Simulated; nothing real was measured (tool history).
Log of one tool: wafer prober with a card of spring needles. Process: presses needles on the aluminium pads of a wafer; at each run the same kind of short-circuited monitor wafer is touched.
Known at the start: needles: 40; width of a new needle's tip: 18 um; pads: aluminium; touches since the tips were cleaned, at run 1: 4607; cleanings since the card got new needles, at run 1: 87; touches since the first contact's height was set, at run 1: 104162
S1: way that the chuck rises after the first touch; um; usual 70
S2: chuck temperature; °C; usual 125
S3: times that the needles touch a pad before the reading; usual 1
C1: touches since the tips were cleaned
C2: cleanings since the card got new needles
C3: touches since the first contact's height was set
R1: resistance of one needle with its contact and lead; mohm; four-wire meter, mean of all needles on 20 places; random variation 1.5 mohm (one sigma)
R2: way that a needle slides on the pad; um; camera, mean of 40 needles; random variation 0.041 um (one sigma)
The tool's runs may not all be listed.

run   hour  S1   S2  S3    C1   C2      C3   R1     R2
  1    0.0  70  125   1  4607   87  104162  147  17.84
       5.2  -- tips cleaned on abrasive film
      19.5  -- tips cleaned on abrasive film
      32.5  -- tips cleaned on abrasive film
  2   32.5  70  125   2     0   90  120504  150  17.80
      47.2  -- tips cleaned on abrasive film
  3   56.2  70  125   2  4580   91  132517  149  17.82
      60.9  -- tips cleaned on abrasive film
      73.9  -- tips cleaned on abrasive film
  4   85.0  70  125   2  5653   93  147062  148  17.81
      87.5  -- tips cleaned on abrasive film
     101.8  -- tips cleaned on abrasive film
  5  103.0  70  125   1   616   95  156116  150  17.81
     116.9  -- tips cleaned on abrasive film
  6  123.9  70   60   1  3591   96  166671  142  17.88
     132.1  -- tips cleaned on abrasive film
     132.4  -- height of the first contact set anew
     147.6  -- tips cleaned on abrasive film
  7  154.3  70   60   1  3370   98   11056  139  17.81
     163.2  -- tips cleaned on abrasive film
     176.9  -- tips cleaned on abrasive film
  8  184.6  70  125   1  3875  100   26347  149  17.87
     190.1  -- tips cleaned on abrasive film
     206.0  -- tips cleaned on abrasive film
  9  218.3  70  125   1  6254  102   43379  149  17.76
     220.4  -- tips cleaned on abrasive film
     233.7  -- tips cleaned on abrasive film
 10  240.4  70  125   1  3426  104   54520  150  17.83
     247.8  -- tips cleaned on abrasive film
     263.2  -- tips cleaned on abrasive film
     277.6  -- tips cleaned on abrasive film
 11  280.8  70  125   1  1602  107   74861  151  17.88
     290.4  -- tips cleaned on abrasive film
     305.3  -- tips cleaned on abrasive film
 12  316.6  70  125   1  5767  109   92999  144  17.86
     319.9  -- tips cleaned on abrasive film
     333.8  -- tips cleaned on abrasive film
     348.9  -- tips cleaned on abrasive film
 13  350.7  70   67   1   879  112  110132  139  17.79
     362.2  -- tips cleaned on abrasive film
     376.6  -- tips cleaned on abrasive film
 14  384.6  70   67   1  4082  114  127286  140  17.86
     390.5  -- tips cleaned on abrasive film
     403.5  -- tips cleaned on abrasive film
 15  409.6  70   67   1  3076  116  139870  141  17.90
     418.3  -- tips cleaned on abrasive film
     432.3  -- tips cleaned on abrasive film
 16  442.3  50  125   1  5090  118  156374  156  12.69
     445.5  -- tips cleaned on abrasive film
     461.3  -- tips cleaned on abrasive film
 17  464.4  76  125   2  1560  120  167523  149  19.32
     470.6  -- height of the first contact set anew
     476.4  -- tips cleaned on abrasive film
     491.6  -- tips cleaned on abrasive film
 18  495.2  76  125   2  1839  122   12431  146  19.42
     504.8  -- tips cleaned on abrasive film
     520.2  -- tips cleaned on abrasive film
 19  530.7  77   31   1  5343  124   30371  134  19.61
     534.7  -- tips cleaned on abrasive film
     548.3  -- tips cleaned on abrasive film
 20  558.9  70  125   2  5420  126   44591  149  17.92
     561.1  -- tips cleaned on abrasive film
     574.8  -- tips cleaned on abrasive film
     590.3  -- tips cleaned on abrasive film
 21  595.5  90  125   1  2647  129   63016  146  22.92
     605.4  -- tips cleaned on abrasive film
     618.9  -- tips cleaned on abrasive film
 22  627.2  81   33   2  4193  131   79016  131  20.64
     633.6  -- tips cleaned on abrasive film
     647.2  -- tips cleaned on abrasive film
     660.6  -- tips cleaned on abrasive film
 23  662.4  58   37   1   916  134   96774  135  14.74
     676.1  -- tips cleaned on abrasive film
     691.8  -- tips cleaned on abrasive film
 24  692.0  58   37   1    97  136  111689  136  14.75
     706.8  -- tips cleaned on abrasive film
 25  709.7  80   42   3  1448  137  120638  134  20.40
     720.0  -- tips cleaned on abrasive film
     734.7  -- tips cleaned on abrasive film
 26  741.0  70   37   1  3215  139  136437  134  17.85
     747.4  -- tips cleaned on abrasive film
     761.3  -- tips cleaned on abrasive film
 27  770.0  70   55   2  4395  141  151069  136  17.86
     774.7  -- tips cleaned on abrasive film
     789.1  -- tips cleaned on abrasive film
     803.7  -- tips cleaned on abrasive film
 28  803.8  70   55   2    57  144  168093  134  17.87
     810.2  -- height of the first contact set anew
     818.5  -- tips cleaned on abrasive film
     831.5  -- tips cleaned on abrasive film
 29  837.2  70   56   3  2851  146   13575  134  17.83
     845.5  -- tips cleaned on abrasive film
     860.4  -- tips cleaned on abrasive film
     874.0  -- tips cleaned on abrasive film
 30  879.1  70   56   2  2618  149   34756  138  17.84
     887.4  -- tips cleaned on abrasive film
     901.5  -- tips cleaned on abrasive film
 31  905.6  58   29   2  2073  151   48073  136  14.75

Forecast each of these 3 alternatives for the next run:
     916.5  -- tips cleaned on abrasive film
     931.4  -- tips cleaned on abrasive film
  A  939.6  52   43   2  4168  153  65284   ?   ?
     916.5  -- tips cleaned on abrasive film
     931.4  -- tips cleaned on abrasive film
  B  939.6  51   67   1  4168  153  65284   ?   ?
     916.5  -- tips cleaned on abrasive film
     931.4  -- tips cleaned on abrasive film
  C  939.6  83  125   1  4168  153  65284   ?   ?

run   R1     R2
  A  139  13.25
  B  146  12.96
  C  146  21.11
Without the tool's hidden state the same runs would have given:
run   R1     R2
  A  139  13.25
  B  144  12.96
  C  145  21.12
